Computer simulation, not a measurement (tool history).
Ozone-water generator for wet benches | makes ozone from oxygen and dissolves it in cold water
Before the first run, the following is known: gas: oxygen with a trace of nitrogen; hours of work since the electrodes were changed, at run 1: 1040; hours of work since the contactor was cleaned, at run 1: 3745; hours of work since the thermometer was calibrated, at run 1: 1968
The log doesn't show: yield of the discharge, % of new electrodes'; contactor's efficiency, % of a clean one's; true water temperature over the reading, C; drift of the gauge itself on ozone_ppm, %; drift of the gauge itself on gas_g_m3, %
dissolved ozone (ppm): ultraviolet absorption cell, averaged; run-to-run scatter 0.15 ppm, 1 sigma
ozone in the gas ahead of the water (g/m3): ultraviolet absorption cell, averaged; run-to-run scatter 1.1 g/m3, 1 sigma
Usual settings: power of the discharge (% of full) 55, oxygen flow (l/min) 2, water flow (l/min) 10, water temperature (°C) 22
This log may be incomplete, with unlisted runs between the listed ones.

run	hour	power of the discharge (% of full)	oxygen flow (l/min)	water flow (l/min)	water temperature (°C)	hours of work since the electrodes were changed	hours of work since the contactor was cleaned	hours of work since the thermometer was calibrated	dissolved ozone (ppm)	ozone in the gas ahead of the water (g/m3)
1	0.0	55	2	10	22	1040	3745	1968	16.5	183.6
2	27.1	55	2	10	22	1060	3766	1988	16.5	181.9
3	54.7	55	2	10	21	1081	3787	2009	16.6	183.2
4	72.4	55	2	10	22	1095	3800	2023	16.4	182.9
5	88.6	55	2	10	28	1107	3813	2035	15.2	183.8
# hour 91.6: water thermometer calibrated
6	109.7	55	2	6	22	1123	3828	14	23.7	182.1

For run 7, what comes out?
7	142.9	55	1	11	24	1148	3854	39	?	?

{"run 7": {"dissolved ozone (ppm)": 14.2, "ozone in the gas ahead of the water (g/m3)": 281.6}}
On a tool with no hidden condition, and with the same random variation, this run would have come out at dissolved ozone (ppm) 15.9, ozone in the gas ahead of the water (g/m3) 297.0.

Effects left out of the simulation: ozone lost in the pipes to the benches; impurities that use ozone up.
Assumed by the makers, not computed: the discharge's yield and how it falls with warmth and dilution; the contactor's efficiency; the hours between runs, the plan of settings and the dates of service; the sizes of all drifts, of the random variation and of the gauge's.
